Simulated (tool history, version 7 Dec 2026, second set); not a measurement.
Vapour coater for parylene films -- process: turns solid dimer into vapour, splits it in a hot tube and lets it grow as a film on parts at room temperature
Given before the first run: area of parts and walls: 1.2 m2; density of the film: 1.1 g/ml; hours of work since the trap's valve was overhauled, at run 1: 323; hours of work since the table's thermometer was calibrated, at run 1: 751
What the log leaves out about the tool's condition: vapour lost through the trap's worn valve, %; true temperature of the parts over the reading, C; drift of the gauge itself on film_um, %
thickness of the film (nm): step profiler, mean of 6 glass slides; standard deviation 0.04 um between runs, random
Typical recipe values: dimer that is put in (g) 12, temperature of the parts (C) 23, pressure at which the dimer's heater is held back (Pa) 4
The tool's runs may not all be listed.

run	hour	dimer that is put in (g)	temperature of the parts (C)	pressure at which the dimer's heater is held back (Pa)	hours of work since the trap's valve was overhauled	hours of work since the table's thermometer was calibrated	thickness of the film (nm)
1	0	12	23	4	323	751	7120
2	20.4	12	23	4	341	768	7150
3	42.1	12	23	4	359	787	7100
4	64.8	12	23	4	379	806	7150
5	88	12	28	4	399	826	5840
6	110.2	12	30	4	418	845	5380
7	135.2	12	25	4	439	867	6500
8	153.5	14	25	8.98	455	882	6600
# hour 167.1: trap's valve overhauled
9	172.4	16	27	6.88	5	895	7440
10	183	16	19	4.41	14	904	11050

What if the next run were any one of these 4? Each begins from the tool's condition after run 10:
A	206.7	16	30	4.41	34	925	?
B	206.7	21	22	2.11	34	925	?
C	206.7	7	16	4	34	925	?
D	206.7	12	23	3.08	34	925	?

run	thickness of the film (nm)
A	7030
B	14520
C	5210
D	7490
Without the tool's unlogged condition, the same runs would have read:
run	thickness of the film (nm)
A	7030
B	14520
C	5210
D	7490
